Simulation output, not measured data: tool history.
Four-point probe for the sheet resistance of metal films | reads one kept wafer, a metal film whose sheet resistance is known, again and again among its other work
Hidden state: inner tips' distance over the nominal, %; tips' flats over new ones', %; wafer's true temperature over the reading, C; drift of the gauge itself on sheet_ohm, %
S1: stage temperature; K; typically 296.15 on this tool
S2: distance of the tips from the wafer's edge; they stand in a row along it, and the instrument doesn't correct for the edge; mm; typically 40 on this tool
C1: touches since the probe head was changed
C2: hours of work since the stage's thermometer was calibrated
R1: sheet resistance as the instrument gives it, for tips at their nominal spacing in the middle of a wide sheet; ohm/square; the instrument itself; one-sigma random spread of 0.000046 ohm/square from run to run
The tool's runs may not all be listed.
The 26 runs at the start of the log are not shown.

run,day,S1,S2,C1,C2,R1
27,33.512,297.15,40,50010,95,0.228279
28,34.688,293.15,44,50617,113,0.229316
29,36.362,294.15,31,51485,140,0.229077
30,37.788,291.15,27,52224,162,0.229787
# day 38.792: stage's thermometer calibrated, once more
31,38.892,303.15,52,52784,2,0.226928
32,40.871,297.15,7,53811,33,0.229076
33,42.525,297.15,7,54667,58,0.229057
34,43.817,297.15,7,55335,79,0.228935
35,45.604,297.15,7,56262,107,0.229024
36,47.067,306.15,15,57018,129,0.226252
37,48.933,306.15,28,57984,158,0.226120
38,50.896,306.15,28,59001,189,0.226206
39,52.088,302.15,28,59619,208,0.227108
40,53.154,291.15,59,60170,224,0.230065
41,54.171,293.15,13,60697,240,0.229640
42,55.975,302.15,43,61631,269,0.227096
43,57.458,299.15,68,62400,292,0.227852
44,58.529,307.15,4,62954,308,0.227633

Predict each of these 3 candidate next runs independently; none follows another, all start after run 44:
A,60.275,303.15,4,63858,336,?
B,60.275,292.15,40,63858,336,?
C,60.275,305.15,25,63858,336,?

run,R1
A,0.228679
B,0.229683
C,0.226326
What these runs would have given with no unlogged condition in the tool:
run,R1
A,0.230082
B,0.231094
C,0.227714
